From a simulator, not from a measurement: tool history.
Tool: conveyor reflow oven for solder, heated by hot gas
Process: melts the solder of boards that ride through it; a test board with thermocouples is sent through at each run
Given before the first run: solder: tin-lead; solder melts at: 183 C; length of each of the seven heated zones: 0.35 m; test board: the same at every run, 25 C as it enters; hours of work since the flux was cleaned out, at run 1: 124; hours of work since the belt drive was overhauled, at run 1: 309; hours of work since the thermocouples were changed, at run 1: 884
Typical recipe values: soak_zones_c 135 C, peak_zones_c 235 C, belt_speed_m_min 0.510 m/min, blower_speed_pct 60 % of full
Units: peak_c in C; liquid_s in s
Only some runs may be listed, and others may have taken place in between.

| run | hour | soak_zones_c | peak_zones_c | belt_speed_m_min | blower_speed_pct | hours of work since the flux was cleaned out | hours of work since the belt drive was overhauled | hours of work since the thermocouples were changed | peak_c | liquid_s |
|---|---|---|---|---|---|---|---|---|---|---|
| 1 | 0.0 | 135 | 235 | 0.510 | 60 | 124 | 309 | 884 | 219.7 | 62.8 |
| 2 | 7.5 | 135 | 235 | 0.425 | 60 | 128 | 313 | 888 | 224.6 | 81.5 |
| 3 | 21.6 | 135 | 235 | 0.510 | 78 | 136 | 321 | 896 | 224.6 | 65.9 |
| 4 | 33.8 | 135 | 235 | 0.510 | 78 | 143 | 328 | 903 | 224.1 | 66.8 |
| 5 | 40.1 | 135 | 235 | 0.510 | 78 | 147 | 331 | 906 | 224.0 | 66.0 |
| 6 | 50.1 | 135 | 235 | 0.510 | 78 | 152 | 337 | 912 | 224.7 | 66.7 |
| 7 | 60.2 | 135 | 235 | 0.510 | 78 | 158 | 343 | 918 | 224.9 | 65.5 |
| 8 | 71.0 | 135 | 235 | 0.510 | 78 | 164 | 349 | 924 | 223.9 | 66.9 |
| 9 | 85.0 | 135 | 230 | 0.510 | 78 | 172 | 357 | 932 | 220.0 | 64.3 |
| 10 | 92.4 | 135 | 230 | 0.510 | 78 | 176 | 361 | 936 | 220.1 | 63.1 |
| 11 | 100.8 | 135 | 230 | 0.510 | 78 | 181 | 366 | 941 | 220.1 | 63.7 |
| 12 | 109.9 | 135 | 230 | 0.510 | 78 | 186 | 371 | 946 | 219.9 | 63.9 |
| 13 | 124.4 | 135 | 235 | 0.510 | 50 | 194 | 379 | 954 | 214.8 | 57.8 |
| 14 | 131.2 | 135 | 235 | 0.510 | 60 | 198 | 383 | 958 | 218.9 | 62.6 |
| 15 | 146.6 | 135 | 241 | 0.510 | 61 | 207 | 391 | 966 | 224.1 | 65.5 |
| 16 | 157.7 | 124 | 241 | 0.510 | 62 | 213 | 398 | 973 | 222.0 | 61.7 |
| 17 | 167.0 | 133 | 244 | 0.510 | 80 | 218 | 403 | 978 | 231.4 | 70.8 |
| 18 | 177.7 | 135 | 235 | 0.448 | 60 | 224 | 409 | 984 | 223.3 | 74.7 |
| 19 | 188.5 | 134 | 226 | 0.494 | 60 | 230 | 415 | 990 | 212.1 | 57.5 |
| 20 | 198.8 | 134 | 226 | 0.494 | 56 | 236 | 421 | 996 | 210.5 | 54.4 |
| 21 | 213.5 | 134 | 226 | 0.494 | 56 | 245 | 429 | 1004 | 210.4 | 55.7 |
| 22 | 222.0 | 136 | 233 | 0.510 | 83 | 249 | 434 | 1009 | 222.7 | 66.6 |
| 23 | 228.8 | 135 | 236 | 0.510 | 88 | 253 | 438 | 1013 | 226.7 | 68.0 |
| 24 | 242.7 | 135 | 235 | 0.570 | 60 | 261 | 446 | 1021 | 214.6 | 51.4 |
| 25 | 256.7 | 135 | 235 | 0.426 | 73 | 269 | 453 | 1029 | 228.3 | 82.9 |
|  | 266.8 | flux residue cleaned out of gas plates and filters |
| 26 | 275.0 | 135 | 235 | 0.426 | 73 | 5 | 461 | 1036 | 228.5 | 85.5 |
| 27 | 282.3 | 135 | 235 | 0.510 | 53 | 9 | 465 | 1040 | 217.8 | 62.1 |

Measured less the same run without the tool's hidden state. The same run-to-run variation is in both; the gauge's scatter may not be:
What the log doesn't record here: heat that the gas passes to the board, % of a clean oven's; belt's true speed, % of the reading; true gas temperature in zones 6 and 7 over the reading, C; drift of the gauge itself on peak_c, C; drift of the gauge itself on liquid_s, %.
| run | peak_c | liquid_s |
|---|---|---|
| 1 | +1.6 | +1.5 |
| 2 | +1.9 | +1.8 |
| 3 | +1.5 | +1.2 |
| 4 | +1.5 | +1.2 |
| 5 | +1.4 | +1.1 |
| 6 | +1.4 | +1.1 |
| 7 | +1.3 | +1.0 |
| 8 | +1.3 | +1.0 |
| 9 | +1.3 | +1.1 |
| 10 | +1.3 | +1.0 |
| 11 | +1.2 | +0.9 |
| 12 | +1.2 | +1.0 |
| 13 | +1.3 | +1.5 |
| 14 | +1.2 | +1.2 |
| 15 | +1.1 | +1.1 |
| 16 | +0.9 | +0.9 |
| 17 | +0.8 | +0.9 |
| 18 | +1.4 | +1.4 |
| 19 | +1.2 | +1.2 |
| 20 | +1.2 | +1.3 |
| 21 | +1.2 | +1.2 |
| 22 | +0.9 | +0.7 |
| 23 | +0.8 | +0.7 |
| 24 | +0.5 | +0.5 |
| 25 | +1.3 | +1.2 |
| 26 | +3.3 | +2.9 |
| 27 | +3.1 | +3.4 |
